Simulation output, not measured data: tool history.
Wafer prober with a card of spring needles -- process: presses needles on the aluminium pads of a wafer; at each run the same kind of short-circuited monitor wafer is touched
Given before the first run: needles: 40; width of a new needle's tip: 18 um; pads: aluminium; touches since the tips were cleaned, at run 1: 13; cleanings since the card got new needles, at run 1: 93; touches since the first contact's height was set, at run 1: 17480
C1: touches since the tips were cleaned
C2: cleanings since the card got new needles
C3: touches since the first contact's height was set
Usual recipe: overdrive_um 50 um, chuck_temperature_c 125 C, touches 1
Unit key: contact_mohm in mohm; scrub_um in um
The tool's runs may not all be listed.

{"run": 1, "hour": 0.0, "overdrive_um": 50, "chuck_temperature_c": 125, "touches": 1, "C1": 13, "C2": 93, "C3": 17480, "contact_mohm": 320, "scrub_um": 8.98}
{"hour": 15.5, "done": "tips cleaned on abrasive film"}
{"hour": 29.3, "done": "tips cleaned on abrasive film"}
{"run": 2, "hour": 29.3, "overdrive_um": 50, "chuck_temperature_c": 125, "touches": 1, "C1": 0, "C2": 95, "C3": 29289, "contact_mohm": 312, "scrub_um": 8.96}
{"hour": 45.1, "done": "tips cleaned on abrasive film"}
{"hour": 59.7, "done": "tips cleaned on abrasive film"}
{"run": 3, "hour": 60.8, "overdrive_um": 53, "chuck_temperature_c": 125, "touches": 1, "C1": 466, "C2": 97, "C3": 41964, "contact_mohm": 357, "scrub_um": 9.48}
{"hour": 74.0, "done": "tips cleaned on abrasive film"}
{"hour": 88.5, "done": "tips cleaned on abrasive film"}
{"run": 4, "hour": 88.5, "overdrive_um": 53, "chuck_temperature_c": 125, "touches": 1, "C1": 0, "C2": 99, "C3": 53097, "contact_mohm": 325, "scrub_um": 9.5}
{"hour": 103.6, "done": "tips cleaned on abrasive film"}
{"hour": 118.3, "done": "tips cleaned on abrasive film"}
{"hour": 132.1, "done": "tips cleaned on abrasive film"}
{"run": 5, "hour": 132.1, "overdrive_um": 53, "chuck_temperature_c": 125, "touches": 2, "C1": 0, "C2": 102, "C3": 70652, "contact_mohm": 315, "scrub_um": 9.44}
{"hour": 148.7, "done": "tips cleaned on abrasive film"}
{"hour": 165.0, "done": "tips cleaned on abrasive film"}
{"run": 6, "hour": 168.1, "overdrive_um": 50, "chuck_temperature_c": 125, "touches": 1, "C1": 1243, "C2": 104, "C3": 85174, "contact_mohm": 398, "scrub_um": 8.86}
{"hour": 179.9, "done": "tips cleaned on abrasive film"}
{"hour": 194.9, "done": "tips cleaned on abrasive film"}
{"run": 7, "hour": 197.1, "overdrive_um": 50, "chuck_temperature_c": 125, "touches": 1, "C1": 893, "C2": 106, "C3": 96841, "contact_mohm": 390, "scrub_um": 8.85}
{"hour": 210.5, "done": "tips cleaned on abrasive film"}
{"hour": 225.2, "done": "tips cleaned on abrasive film"}
{"hour": 239.5, "done": "tips cleaned on abrasive film"}
{"run": 8, "hour": 239.5, "overdrive_um": 50, "chuck_temperature_c": 43, "touches": 1, "C1": 0, "C2": 109, "C3": 113904, "contact_mohm": 311, "scrub_um": 8.78}
{"hour": 254.6, "done": "tips cleaned on abrasive film"}
{"run": 9, "hour": 264.5, "overdrive_um": 50, "chuck_temperature_c": 43, "touches": 1, "C1": 4005, "C2": 110, "C3": 123983, "contact_mohm": 559, "scrub_um": 8.81}
{"hour": 270.7, "done": "tips cleaned on abrasive film"}
{"hour": 285.3, "done": "tips cleaned on abrasive film"}
{"run": 10, "hour": 288.3, "overdrive_um": 50, "chuck_temperature_c": 43, "touches": 1, "C1": 1210, "C2": 112, "C3": 133576, "contact_mohm": 425, "scrub_um": 8.83}
{"hour": 300.9, "done": "tips cleaned on abrasive film"}
{"hour": 316.8, "done": "tips cleaned on abrasive film"}
{"run": 11, "hour": 328.3, "overdrive_um": 50, "chuck_temperature_c": 43, "touches": 1, "C1": 4634, "C2": 114, "C3": 149688, "contact_mohm": 576, "scrub_um": 8.75}
{"hour": 331.7, "done": "tips cleaned on abrasive film"}
{"hour": 347.1, "done": "tips cleaned on abrasive film"}
{"hour": 362.0, "done": "tips cleaned on abrasive film"}
{"run": 12, "hour": 367.6, "overdrive_um": 50, "chuck_temperature_c": 43, "touches": 1, "C1": 2252, "C2": 117, "C3": 165504, "contact_mohm": 498, "scrub_um": 8.74}
{"hour": 377.6, "done": "tips cleaned on abrasive film"}
{"hour": 391.0, "done": "tips cleaned on abrasive film"}
{"run": 13, "hour": 398.1, "overdrive_um": 50, "chuck_temperature_c": 25, "touches": 1, "C1": 2896, "C2": 119, "C3": 177805, "contact_mohm": 521, "scrub_um": 8.73}
{"hour": 404.9, "done": "tips cleaned on abrasive film"}
{"hour": 419.5, "done": "tips cleaned on abrasive film"}
{"hour": 429.1, "done": "height of the first contact set anew"}
{"hour": 434.9, "done": "tips cleaned on abrasive film"}
{"hour": 448.2, "done": "tips cleaned on abrasive film"}
{"run": 14, "hour": 448.8, "overdrive_um": 50, "chuck_temperature_c": 125, "touches": 1, "C1": 220, "C2": 123, "C3": 7889, "contact_mohm": 341, "scrub_um": 8.59}
{"hour": 464.0, "done": "tips cleaned on abrasive film"}
{"hour": 480.6, "done": "tips cleaned on abrasive film"}
{"run": 15, "hour": 487.8, "overdrive_um": 50, "chuck_temperature_c": 125, "touches": 1, "C1": 2909, "C2": 125, "C3": 23638, "contact_mohm": 528, "scrub_um": 8.58}
{"hour": 497.1, "done": "tips cleaned on abrasive film"}
{"hour": 513.1, "done": "tips cleaned on abrasive film"}
{"hour": 527.9, "done": "tips cleaned on abrasive film"}
{"run": 16, "hour": 529.6, "overdrive_um": 50, "chuck_temperature_c": 125, "touches": 3, "C1": 684, "C2": 128, "C3": 40445, "contact_mohm": 333, "scrub_um": 8.53}
{"hour": 542.1, "done": "tips cleaned on abrasive film"}
{"hour": 558.1, "done": "tips cleaned on abrasive film"}
{"run": 17, "hour": 570.3, "overdrive_um": 50, "chuck_temperature_c": 67, "touches": 1, "C1": 4924, "C2": 130, "C3": 56864, "contact_mohm": 626, "scrub_um": 8.5}
{"hour": 573.7, "done": "tips cleaned on abrasive film"}
{"hour": 588.5, "done": "tips cleaned on abrasive film"}
{"run": 18, "hour": 596.8, "overdrive_um": 50, "chuck_temperature_c": 67, "touches": 1, "C1": 3370, "C2": 132, "C3": 67528, "contact_mohm": 543, "scrub_um": 8.49}
{"hour": 603.5, "done": "tips cleaned on abrasive film"}
{"hour": 618.4, "done": "tips cleaned on abrasive film"}
{"hour": 633.7, "done": "tips cleaned on abrasive film"}
{"run": 19, "hour": 644.7, "overdrive_um": 37, "chuck_temperature_c": 29, "touches": 2, "C1": 4454, "C2": 135, "C3": 86833, "contact_mohm": 679, "scrub_um": 6.1}
{"hour": 648.1, "done": "tips cleaned on abrasive film"}
{"hour": 663.4, "done": "tips cleaned on abrasive film"}
{"hour": 677.6, "done": "tips cleaned on abrasive film"}
{"hour": 693.2, "done": "tips cleaned on abrasive film"}
{"run": 20, "hour": 695.4, "overdrive_um": 42, "chuck_temperature_c": 62, "touches": 2, "C1": 874, "C2": 139, "C3": 107203, "contact_mohm": 385, "scrub_um": 6.92}
{"hour": 707.7, "done": "tips cleaned on abrasive film"}
{"hour": 714.6, "done": "height of the first contact set anew, once more"}
{"hour": 723.7, "done": "tips cleaned on abrasive film"}
{"hour": 740.3, "done": "tips cleaned on abrasive film"}
{"run": 21, "hour": 746.0, "overdrive_um": 52, "chuck_temperature_c": 100, "touches": 3, "C1": 2288, "C2": 142, "C3": 12629, "contact_mohm": 354, "scrub_um": 9.36}
{"hour": 754.5, "done": "tips cleaned on abrasive film"}
{"hour": 769.9, "done": "tips cleaned on abrasive film"}
{"hour": 785.6, "done": "tips cleaned on abrasive film"}
{"run": 22, "hour": 789.5, "overdrive_um": 52, "chuck_temperature_c": 100, "touches": 3, "C1": 1600, "C2": 145, "C3": 30166, "contact_mohm": 344, "scrub_um": 9.35}
{"hour": 799.0, "done": "tips cleaned on abrasive film"}
{"hour": 814.5, "done": "tips cleaned on abrasive film"}
{"hour": 829.0, "done": "tips cleaned on abrasive film"}
{"run": 23, "hour": 830.8, "overdrive_um": 32, "chuck_temperature_c": 100, "touches": 2, "C1": 746, "C2": 148, "C3": 46769, "contact_mohm": 442, "scrub_um": 5.63}
{"hour": 845.0, "done": "tips cleaned on abrasive film"}
{"hour": 858.3, "done": "tips cleaned on abrasive film"}
{"hour": 873.9, "done": "tips cleaned on abrasive film"}
{"run": 24, "hour": 879.4, "overdrive_um": 50, "chuck_temperature_c": 125, "touches": 1, "C1": 2221, "C2": 151, "C3": 66351, "contact_mohm": 478, "scrub_um": 8.95}

What will run 25 give?
{"hour": 888.4, "done": "tips cleaned on abrasive film"}
{"hour": 903.5, "done": "tips cleaned on abrasive film"}
{"hour": 917.7, "done": "tips cleaned on abrasive film"}
{"run": 25, "hour": 921.5, "overdrive_um": 50, "chuck_temperature_c": 125, "touches": 3, "C1": 1521, "C2": 154, "C3": 83276, "contact_mohm": "?", "scrub_um": "?"}

{"run 25": {"contact_mohm": 355, "scrub_um": 8.87}}
On a tool with no hidden condition, and with the same random variation, this run would have come out at contact_mohm 300 mohm, scrub_um 9.02 um.
